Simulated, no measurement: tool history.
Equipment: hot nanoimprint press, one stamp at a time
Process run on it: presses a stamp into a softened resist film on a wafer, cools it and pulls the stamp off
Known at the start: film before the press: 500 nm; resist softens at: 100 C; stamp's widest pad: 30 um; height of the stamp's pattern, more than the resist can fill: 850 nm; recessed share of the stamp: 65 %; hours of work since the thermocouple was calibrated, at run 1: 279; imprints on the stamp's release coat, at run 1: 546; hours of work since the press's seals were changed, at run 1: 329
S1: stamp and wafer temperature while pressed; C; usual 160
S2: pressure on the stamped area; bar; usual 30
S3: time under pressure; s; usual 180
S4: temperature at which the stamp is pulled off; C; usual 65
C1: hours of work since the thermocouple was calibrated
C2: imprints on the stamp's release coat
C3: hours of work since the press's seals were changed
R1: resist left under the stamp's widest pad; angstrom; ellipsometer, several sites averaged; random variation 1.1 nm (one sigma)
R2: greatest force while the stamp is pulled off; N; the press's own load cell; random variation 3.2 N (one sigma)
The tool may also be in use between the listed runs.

Run 1, hour 0: usual settings; C1 279; C2 546; C3 329. Result: R1 2350 angstrom, R2 166 N.
Run 2, hour 20.2: usual settings; C1 292; C2 606; C3 343. Result: R1 2347 angstrom, R2 166 N.
At hour 34.7: plate thermocouple calibrated.
Run 3, hour 56.6: usual settings; C1 15; C2 705; C3 365. Result: R1 2358 angstrom, R2 176 N.
Run 4, hour 89.7: usual settings; C1 37; C2 803; C3 387. Result: R1 2352 angstrom, R2 170 N.
Run 5, hour 109: usual settings; C1 50; C2 860; C3 400. Result: R1 2356 angstrom, R2 175 N.
At hour 140.1: plate thermocouple calibrated, once more.
Run 6, hour 148.2: usual settings but S2 32.2 bar; C1 5; C2 968; C3 425. Result: R1 2152 angstrom, R2 174 N.
Run 7, hour 180: usual settings but S1 164 C; C1 27; C2 1062; C3 446. Result: R1 1906 angstrom, R2 178 N.
Run 8, hour 198.5: usual settings but S1 164 C; C1 39; C2 1117; C3 458. Result: R1 1912 angstrom, R2 176 N.
Run 9, hour 225: usual settings but S1 164 C; C1 57; C2 1195; C3 476. Result: R1 1922 angstrom, R2 179 N.
Run 10, hour 246.2: usual settings but S1 164 C; C1 71; C2 1258; C3 490. Result: R1 1923 angstrom, R2 182 N.
Run 11, hour 272.4: usual settings but S3 102 s; C1 88; C2 1336; C3 508. Result: R1 2733 angstrom, R2 181 N.
Run 12, hour 296.4: usual settings but S3 102 s; C1 104; C2 1407; C3 524. Result: R1 2715 angstrom, R2 191 N.
Run 13, hour 335.9: usual settings; C1 131; C2 1524; C3 550. Result: R1 2291 angstrom, R2 191 N.
At hour 344.3: stamp cleaned and given a new release coat.
Run 14, hour 361.1: usual settings but S2 30.3 bar; C1 144; C2 50; C3 563. Result: R1 2276 angstrom, R2 154 N.
Run 15, hour 379.5: usual settings but S2 30.3 bar; C1 156; C2 105; C3 575. Result: R1 2276 angstrom, R2 156 N.
Run 16, hour 406.7: usual settings but S2 30.3 bar; C1 174; C2 185; C3 593. Result: R1 2301 angstrom, R2 150 N.
Run 17, hour 437: usual settings but S2 30.3 bar; C1 194; C2 275; C3 614. Result: R1 2292 angstrom, R2 152 N.
Run 18, hour 473.6: usual settings but S2 30.3 bar; C1 219; C2 384; C3 638. Result: R1 2314 angstrom, R2 162 N.
Run 19, hour 513.1: usual settings but S1 164 C, S2 45.5 bar, S3 164 s, S4 68 C; C1 245; C2 501; C3 664. Result: R1 1607 angstrom, R2 156 N.
Run 20, hour 548.8: usual settings but S1 170 C, S2 27.5 bar, S3 256 s; C1 269; C2 607; C3 688. Result: R1 1451 angstrom, R2 173 N.
Run 21, hour 573.8: usual settings but S3 249 s, S4 70 C; C1 286; C2 681; C3 705. Result: R1 2100 angstrom, R2 153 N.
At hour 598.1: plate thermocouple calibrated.
Run 22, hour 612.4: usual settings but S3 249 s, S4 70 C; C1 10; C2 787; C3 729. Result: R1 2089 angstrom, R2 158 N.
Run 23, hour 633.6: usual settings but S3 249 s, S4 70 C; C1 24; C2 849; C3 743. Result: R1 2079 angstrom, R2 163 N.
Run 24, hour 667.7: usual settings but S1 164 C, S2 21.3 bar, S3 324 s, S4 68 C; C1 47; C2 951; C3 766. Result: R1 1975 angstrom, R2 162 N.
Run 25, hour 700.1: usual settings but S1 156 C, S2 31.5 bar; C1 68; C2 1047; C3 788. Result: R1 2691 angstrom, R2 170 N.
Run 26, hour 718.7: usual settings but S1 156 C, S2 31.5 bar; C1 81; C2 1102; C3 800. Result: R1 2655 angstrom, R2 180 N.
Run 27, hour 737.6: usual settings but S1 156 C, S2 31.5 bar; C1 93; C2 1158; C3 813. Result: R1 2666 angstrom, R2 180 N.
Run 28, hour 776.2: usual settings but S1 156 C, S2 18.2 bar, S4 64 C; C1 119; C2 1272; C3 838. Result: R1 3444 angstrom, R2 185 N.
Run 29, hour 811.4: usual settings but S1 156 C, S2 18.2 bar, S4 52 C; C1 143; C2 1377; C3 862. Result: R1 3475 angstrom, R2 221 N.

5 ways to go on from here, each from the tool as it stands after run 29. What would each give?
Run A, hour 845.2: usual settings but S1 158 C, S2 18.2 bar, S4 52 C; C1 165; C2 1477; C3 885. Result: R1 ?, R2 ?.
Run B, hour 845.2: usual settings but S1 164 C; C1 165; C2 1477; C3 885. Result: R1 ?, R2 ?.
Run C, hour 845.2: usual settings but S1 166 C, S2 19.5 bar, S3 101 s; C1 165; C2 1477; C3 885. Result: R1 ?, R2 ?.
Run D, hour 845.2: usual settings but S1 155 C, S2 18.2 bar, S4 52 C; C1 165; C2 1477; C3 885. Result: R1 ?, R2 ?.
Run E, hour 845.2: usual settings but S2 26.7 bar, S3 98 s, S4 52 C; C1 165; C2 1477; C3 885. Result: R1 ?, R2 ?.

run    R1   R2
  A  3245  224
  B  2004  193
  C  2818  193
  D  3621  217
  E  2988  224
Had the tool no hidden state, the same runs would have come out as:
run    R1   R2
  A  3172  177
  B  1932  153
  C  2749  153
  D  3548  171
  E  2901  177
